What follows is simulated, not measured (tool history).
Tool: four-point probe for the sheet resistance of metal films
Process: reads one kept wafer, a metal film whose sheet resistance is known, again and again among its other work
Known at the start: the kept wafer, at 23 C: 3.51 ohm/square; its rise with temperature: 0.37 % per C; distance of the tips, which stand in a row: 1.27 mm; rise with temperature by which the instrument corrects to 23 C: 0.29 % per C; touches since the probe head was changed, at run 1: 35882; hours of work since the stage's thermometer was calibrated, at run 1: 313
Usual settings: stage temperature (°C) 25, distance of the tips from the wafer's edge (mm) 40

run	hour	stage temperature (°C)	distance of the tips from the wafer's edge (mm)	touches since the probe head was changed	hours of work since the stage's thermometer was calibrated	sheet resistance as the instrument gives it (ohm/square)
1	0.0	25	40	35882	313	3.517725
2	14.3	25	13	36545	322	3.535362
3	31.2	25	40	37322	332	3.517536
4	42.6	25	40	37851	338	3.516567
5	50.9	25	40	38236	343	3.518317
6	61.8	25	40	38739	349	3.516797
7	75.5	25	40	39371	357	3.517868
8	93.3	25	40	40194	368	3.516559
9	107.0	24	40	40824	376	3.515268
10	115.6	25	8	41222	381	3.563113
11	132.1	25	8	41986	390	3.562654
12	144.3	25	8	42547	398	3.564210
13	152.7	25	8	42937	402	3.562454
14	163.4	25	16	43433	409	3.527737
15	180.2	25	15	44205	418	3.528949
16	190.3	25	71	44676	424	3.515802
17	208.1	25	40	45494	435	3.517862
18	215.6	25	40	45841	439	3.517310
19	230.5	25	40	46530	448	3.517082
20	240.5	25	40	46991	454	3.517126
21	257.7	25	40	47786	464	3.517831
22	270.9	25	40	48396	471	3.517794
23	288.0	25	40	49188	481	3.516872
24	303.0	25	40	49881	490	3.517417
25	315.7	29	15	50466	498	3.541369
26	327.1	23	30	50995	504	3.513935
27	340.3	24	13	51602	512	3.530145
28	353.2	20	27	52198	519	3.504838
29	364.7	20	27	52732	526	3.504838
30	378.8	24	10	53383	534	3.543505
31	386.3	24	10	53730	539	3.541921
32	400.4	25	4	54378	547	3.695539
33	411.8	28	63	54908	554	3.524270
34	419.5	28	63	55263	558	3.525502
35	433.7	25	73	55915	566	3.516282
36	441.3	22	40	56271	571	3.508665
37	458.0	20	40	57041	581	3.502429
38	470.8	33	60	57632	588	3.539722
39	488.5	26	8	58448	598	3.565262

The next listed run, before its measurement:
40	499.3	30	40	58947	605	?

Run 40 gave sheet resistance as the instrument gives it (ohm/square) 3.531722.
Without the tool's hidden state the same run would have given sheet resistance as the instrument gives it (ohm/square) 3.532347.
